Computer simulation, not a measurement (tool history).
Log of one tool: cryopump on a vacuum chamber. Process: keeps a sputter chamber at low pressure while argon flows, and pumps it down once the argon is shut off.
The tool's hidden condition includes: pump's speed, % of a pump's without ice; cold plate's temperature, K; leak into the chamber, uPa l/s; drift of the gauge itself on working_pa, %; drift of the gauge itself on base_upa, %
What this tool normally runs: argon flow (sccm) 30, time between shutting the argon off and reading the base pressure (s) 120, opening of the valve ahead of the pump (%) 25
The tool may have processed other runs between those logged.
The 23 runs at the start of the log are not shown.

run,day,argon flow (sccm),time between shutting the argon off and reading the base pressure (s),opening of the valve ahead of the pump (%),hours of work since the pump was warmed up and emptied,hours of work since the cold head was overhauled,hours of work since the chamber's fittings were tightened,pressure while argon flows (Pa),pressure after the wait (uPa)
24,51.362,16,109,25,866,866,378,0.0724,0.71
25,53.204,16,92,22,897,897,409,0.0841,0.78
26,55.421,16,92,22,934,934,446,0.0831,0.8
27,57.925,24,120,46,976,976,488,0.0611,0.83
# day 60.783: pump warmed up, emptied and cooled again
28,60.783,24,120,46,0,1020,532,0.0569,0.68
29,62.654,14,74,46,31,1051,563,0.0341,0.88
30,65.417,14,74,46,77,1097,609,0.034,0.85
31,67.488,28,120,24,112,1132,644,0.128,0.76
32,70.612,28,120,24,164,1184,696,0.1282,0.87
33,73.733,28,65,31,216,1236,748,0.1004,0.97
34,75.783,13,208,25,251,1271,783,0.0577,0.8

Branching from run 34: 4 alternative next runs. What would each branch give?
A,79.05,13,137,52,305,1325,837,?,?
B,79.05,30,60,33,305,1325,837,?,?
C,79.05,18,120,25,305,1325,837,?,?
D,79.05,14,43,29,305,1325,837,?,?

run,pressure while argon flows (Pa),pressure after the wait (uPa)
A,0.0283,0.94
B,0.0999,1.08
C,0.0802,0.99
D,0.0524,1.22
Had the tool no hidden state, the same runs would have come out as:
run,pressure while argon flows (Pa),pressure after the wait (uPa)
A,0.0271,0.36
B,0.097,0.49
C,0.0785,0.38
D,0.0511,0.64

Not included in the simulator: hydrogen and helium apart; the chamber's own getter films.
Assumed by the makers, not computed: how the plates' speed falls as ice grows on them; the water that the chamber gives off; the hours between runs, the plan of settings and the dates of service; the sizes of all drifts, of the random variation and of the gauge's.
